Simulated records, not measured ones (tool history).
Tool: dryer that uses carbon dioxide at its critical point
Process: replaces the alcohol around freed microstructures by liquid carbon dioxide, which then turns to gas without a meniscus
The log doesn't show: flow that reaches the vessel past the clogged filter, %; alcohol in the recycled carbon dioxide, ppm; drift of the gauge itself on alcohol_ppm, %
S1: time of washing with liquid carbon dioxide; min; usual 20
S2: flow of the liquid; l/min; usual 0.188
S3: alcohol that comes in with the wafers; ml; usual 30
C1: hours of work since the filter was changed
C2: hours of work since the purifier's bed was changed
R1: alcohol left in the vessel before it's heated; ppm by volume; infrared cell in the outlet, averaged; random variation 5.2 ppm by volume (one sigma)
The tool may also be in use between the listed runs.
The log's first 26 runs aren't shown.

run	hour	S1	S2	S3	C1	C2	R1
27	310.5	12	0.113	45	249	272	10846
28	321.3	27	0.304	20	252	276	29
29	330.5	22	0.151	30	255	279	328
30	337.4	22	0.151	30	257	281	338
31	348.7	22	0.151	30	261	284	333
32	359.1	22	0.151	30	264	288	353
33	366	26	0.198	24	266	290	33
34	373.1	26	0.198	24	269	292	37
35	382.8	26	0.198	24	272	295	36
36	393.7	26	0.198	24	275	298	33
37	406	26	0.198	24	279	302	33
38	415.8	20	0.155	30	282	305	482
39	423.2	20	0.155	30	284	308	481
40	431	19	0.164	30	287	310	474
41	445.1	21	0.164	63	291	314	582
42	457.2	22	0.147	87	295	318	1163
43	464.6	22	0.147	87	297	321	1153
44	474.3	22	0.147	87	300	324	1169

3 ways to go on from here, each from the tool as it stands after run 44. What would each give?
A	489.8	20	0.188	30	305	328	?
B	489.8	26	0.152	87	305	328	?
C	489.8	22	0.147	34	305	328	?

run	R1
A	185
B	382
C	477
Without the tool's hidden state the same runs would have given:
run	R1
A	86
B	177
C	260

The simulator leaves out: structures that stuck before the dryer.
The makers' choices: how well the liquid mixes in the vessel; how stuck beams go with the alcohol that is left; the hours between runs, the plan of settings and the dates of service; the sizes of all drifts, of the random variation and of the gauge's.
